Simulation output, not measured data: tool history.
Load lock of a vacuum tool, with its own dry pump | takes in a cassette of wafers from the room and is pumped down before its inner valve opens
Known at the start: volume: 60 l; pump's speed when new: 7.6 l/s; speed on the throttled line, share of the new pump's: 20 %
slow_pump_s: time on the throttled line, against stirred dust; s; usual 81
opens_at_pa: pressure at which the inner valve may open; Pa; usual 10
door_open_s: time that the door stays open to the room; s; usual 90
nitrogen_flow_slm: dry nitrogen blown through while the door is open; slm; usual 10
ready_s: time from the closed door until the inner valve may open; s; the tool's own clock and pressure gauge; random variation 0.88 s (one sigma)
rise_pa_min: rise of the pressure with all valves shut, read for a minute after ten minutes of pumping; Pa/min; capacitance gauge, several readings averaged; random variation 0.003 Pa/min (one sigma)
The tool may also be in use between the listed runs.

run    hour  slow_pump_s  opens_at_pa  door_open_s  nitrogen_flow_slm  incoming humidity of the room's air, %  ready_s  rise_pa_min
  1     0.0           81           10           90                 10                                    46.7    139.0        0.089
  2    70.8           81           10           90                 10                                    45.7    139.6        0.093
  3   187.9           81           10           90                 10                                    42.9    138.7        0.085
  4   311.0           81           10           90                 10                                    48.3    138.1        0.093
  5   431.3           81           10           90                 10                                    45.5    138.8        0.093
  6   554.7           81           15           90                 10                                    44.7    136.6        0.088
  7   681.6           81           10           90                 10                                    46.3    137.7        0.101
  8   793.2           81           10           90                 10                                    44.6    140.2        0.094
  9   921.3           81           10           90                  7                                    46.1    137.8        0.109
 10  1043.6           81           10           63                 10                                    46.5    138.7        0.096
 11  1117.4           81           10           63                 10                                    44.5    139.4        0.094
 12  1201.5           81           10           63                 10                                    46.6    138.8        0.098
 13  1326.6           81           10           90                 32                                    44.0    139.4        0.091
 14  1466.9          129           10          188                 10                                    43.5    176.8        0.131
 15  1583.7          102            8           90                 29                                    42.9    156.8        0.096
 16  1694.8          102            8          177                 34                                    45.2    157.0        0.115
 17  1808.9           81           10           90                 20                                    44.5    139.9        0.106
 18  1878.9           81           10           90                 20                                    41.7    137.9        0.109
 19  1986.5           61           16           46                 20                                    43.0    120.3        0.096
 20  2102.1           61           16          126                 38                                    43.5    119.4        0.104
 21  2182.8           61           16          131                 38                                    43.5    119.3        0.111
 22  2249.5           81           13           33                 10                                    41.4    138.4        0.108
 23  2380.1           81           13           33                 10                                    46.6    137.2        0.109
 24  2472.5           96            8           63                  7                                    44.8    153.8        0.125
 25  2590.3           96            8           63                  7                                    45.8    153.9        0.129
 26  2662.3           70           19           90                  8                                    45.1    125.8        0.136

The same runs without the tool's hidden state, with the same run-to-run variation:
The hidden state here: pump's speed, % of a new pump's; leak at the door's seal, Pa l/s; drift of the gauge itself on ready_s, %; drift of the gauge itself on rise_pa_min, %.
run  ready_s  rise_pa_min
  1    138.3        0.043
  2    138.9        0.047
  3    138.0        0.037
  4    137.3        0.042
  5    137.9        0.041
  6    135.7        0.033
  7    136.7        0.043
  8    139.1        0.037
  9    136.7        0.049
 10    137.5        0.033
 11    138.2        0.031
 12    137.5        0.033
 13    138.0        0.024
 14    175.6        0.062
 15    155.4        0.024
 16    155.5        0.040
 17    138.3        0.030
 18    136.3        0.031
 19    118.5        0.016
 20    117.6        0.023
 21    117.4        0.025
 22    136.6        0.024
 23    135.3        0.020
 24    151.9        0.036
 25    151.8        0.036
 26    123.7        0.042
